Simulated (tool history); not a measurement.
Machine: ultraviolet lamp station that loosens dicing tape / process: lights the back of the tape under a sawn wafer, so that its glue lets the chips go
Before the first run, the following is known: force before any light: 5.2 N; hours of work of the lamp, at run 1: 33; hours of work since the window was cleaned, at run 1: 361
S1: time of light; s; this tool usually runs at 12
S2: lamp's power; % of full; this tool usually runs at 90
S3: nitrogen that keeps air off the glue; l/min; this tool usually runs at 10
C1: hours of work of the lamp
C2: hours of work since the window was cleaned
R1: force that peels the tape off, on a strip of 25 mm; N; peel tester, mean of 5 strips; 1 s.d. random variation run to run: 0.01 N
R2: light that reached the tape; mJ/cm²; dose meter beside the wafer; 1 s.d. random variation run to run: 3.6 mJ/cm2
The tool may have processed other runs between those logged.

| run | hour | S1 | S2 | S3 | C1 | C2 | R1 | R2 |
|---|---|---|---|---|---|---|---|---|
| 1 | 0.0 | 12 | 90 | 10 | 33 | 361 | 0.486 | 555 |
| 2 | 13.0 | 12 | 65 | 10 | 42 | 370 | 0.836 | 399 |
| 3 | 24.0 | 12 | 90 | 10 | 49 | 377 | 0.520 | 557 |
| 4 | 33.5 | 12 | 90 | 4 | 56 | 384 | 0.906 | 556 |
| 5 | 42.3 | 12 | 90 | 10 | 62 | 389 | 0.506 | 555 |
| 6 | 50.8 | 12 | 90 | 10 | 68 | 395 | 0.509 | 553 |
| 7 | 58.6 | 12 | 90 | 10 | 73 | 400 | 0.514 | 558 |
| 8 | 69.7 | 12 | 90 | 10 | 80 | 408 | 0.533 | 551 |
| 9 | 80.3 | 12 | 90 | 10 | 88 | 415 | 0.522 | 551 |
| 10 | 90.9 | 12 | 90 | 10 | 95 | 422 | 0.519 | 545 |
| 11 | 101.4 | 12 | 90 | 10 | 102 | 429 | 0.513 | 553 |
| 12 | 112.4 | 12 | 90 | 4 | 109 | 437 | 0.915 | 537 |
| 13 | 120.5 | 16 | 90 | 4 | 115 | 442 | 0.601 | 715 |
| 14 | 128.5 | 22 | 90 | 10 | 120 | 448 | 0.269 | 1003 |
| 15 | 138.0 | 22 | 90 | 10 | 127 | 454 | 0.256 | 995 |
| 16 | 148.6 | 22 | 90 | 10 | 134 | 461 | 0.276 | 983 |
| 17 | 154.9 | 10 | 66 | 10 | 138 | 466 | 1.118 | 333 |
| 18 | 167.5 | 21 | 80 | 20 | 147 | 474 | 0.256 | 840 |
| 19 | 178.7 | 21 | 80 | 20 | 154 | 482 | 0.257 | 839 |
| 20 | 191.6 | 21 | 80 | 20 | 163 | 490 | 0.252 | 824 |
| 21 | 202.0 | 21 | 76 | 12 | 170 | 497 | 0.300 | 795 |
| 22 | 210.4 | 12 | 62 | 17 | 176 | 503 | 0.741 | 362 |

What would each run have given without the hidden state, its run-to-run variation left as it was?
The tool's hidden condition here consists of: lamp's light, % of a new lamp's; light that the window lets through, % of a clean one's; drift of the gauge itself on peel_n, %; drift of the gauge itself on dose_mj_cm2, %.
| run | R1 | R2 |
|---|---|---|
| 1 | 0.428 | 603 |
| 2 | 0.730 | 436 |
| 3 | 0.453 | 609 |
| 4 | 0.789 | 609 |
| 5 | 0.438 | 609 |
| 6 | 0.440 | 608 |
| 7 | 0.443 | 615 |
| 8 | 0.458 | 608 |
| 9 | 0.447 | 610 |
| 10 | 0.443 | 605 |
| 11 | 0.436 | 616 |
| 12 | 0.776 | 600 |
| 13 | 0.505 | 800 |
| 14 | 0.256 | 1124 |
| 15 | 0.243 | 1116 |
| 16 | 0.263 | 1106 |
| 17 | 0.944 | 375 |
| 18 | 0.246 | 949 |
| 19 | 0.247 | 951 |
| 20 | 0.242 | 936 |
| 21 | 0.272 | 905 |
| 22 | 0.601 | 413 |
